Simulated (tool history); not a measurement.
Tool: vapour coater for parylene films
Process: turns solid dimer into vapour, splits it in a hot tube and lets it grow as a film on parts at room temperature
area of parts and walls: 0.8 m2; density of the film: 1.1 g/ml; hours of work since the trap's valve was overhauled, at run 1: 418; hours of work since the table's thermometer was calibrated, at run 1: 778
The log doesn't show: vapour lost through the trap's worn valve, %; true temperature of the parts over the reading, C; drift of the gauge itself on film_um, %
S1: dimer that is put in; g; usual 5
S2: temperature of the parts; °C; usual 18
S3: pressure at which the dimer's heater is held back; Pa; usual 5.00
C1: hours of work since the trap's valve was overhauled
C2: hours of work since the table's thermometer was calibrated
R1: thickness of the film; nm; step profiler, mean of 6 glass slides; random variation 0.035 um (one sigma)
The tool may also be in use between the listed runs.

run,hour,S1,S2,S3,C1,C2,R1
1,0.0,5,18,5.00,418,778,3080
2,34.1,5,18,10.87,436,796,2780
3,61.9,5,18,4.28,451,811,3070
4,96.9,5,18,2.22,470,829,3160
# hour 103.5: trap's valve overhauled
5,122.1,5,18,2.22,10,840,3830
6,140.2,5,18,2.22,19,850,3800
7,170.9,5,20,2.22,36,866,3580
8,200.1,5,20,2.22,51,882,3590
9,218.5,5,18,5.00,61,892,3470
10,236.0,5,14,5.00,70,901,3750
11,268.0,5,14,5.00,87,918,3720
12,299.8,5,14,5.00,104,935,3690
13,339.4,5,14,5.00,125,956,3710
14,379.4,6,18,5.00,147,977,3940
15,408.0,5,18,5.00,162,992,3330
16,425.5,5,18,5.00,171,1002,3330
17,457.1,5,18,5.00,188,1019,3300
18,490.2,5,18,5.00,206,1036,3300
19,525.6,5,18,5.00,224,1055,3340
20,565.1,5,18,5.00,245,1076,3270
21,587.9,5,18,5.00,257,1088,3210
# hour 597.1: table's thermometer calibrated
22,611.1,5,18,5.00,269,7,3260
23,648.1,5,18,5.00,289,27,3260
24,680.9,5,18,5.00,306,45,3240
25,710.5,5,29,5.00,322,60,2540
26,731.7,3,13,3.38,333,72,2230
27,764.8,5,18,8.13,351,89,3070
28,798.1,5,16,8.13,369,107,3200
29,815.4,5,11,2.43,378,116,4020
30,838.5,5,11,2.43,390,128,3980
31,861.3,7,12,2.43,402,140,5410
32,885.7,2,18,8.71,415,153,1210
33,905.5,5,28,5.00,426,164,2540
34,938.2,6,29,2.52,443,181,3170
35,973.1,5,18,5.00,462,200,3080
# hour 994.1: trap's valve overhauled
36,1012.0,6,18,5.00,10,218,4280
37,1031.0,5,18,5.00,20,229,3580
38,1070.5,4,10,5.00,41,249,3410
39,1101.2,4,10,5.00,57,266,3300
40,1119.6,8,18,3.37,67,276,5890
41,1157.7,4,18,3.37,87,296,2970
42,1177.6,3,15,5.00,98,306,2230
43,1215.2,3,13,9.98,118,326,2170
44,1232.2,3,23,9.98,127,335,1720
45,1272.1,5,18,9.12,148,357,3220
46,1297.1,4,18,3.18,161,370,2810

3 ways to go on from here, each from the tool as it stands after run 46. What would each give?
A,1317.8,3,10,7.01,172,381,?
B,1317.8,4,18,3.18,172,381,?
C,1317.8,5,14,11.67,172,381,?

run,R1
A,2350
B,2810
C,3340
Without the tool's hidden state the same runs would have given:
run,R1
A,2510
B,3000
C,3560

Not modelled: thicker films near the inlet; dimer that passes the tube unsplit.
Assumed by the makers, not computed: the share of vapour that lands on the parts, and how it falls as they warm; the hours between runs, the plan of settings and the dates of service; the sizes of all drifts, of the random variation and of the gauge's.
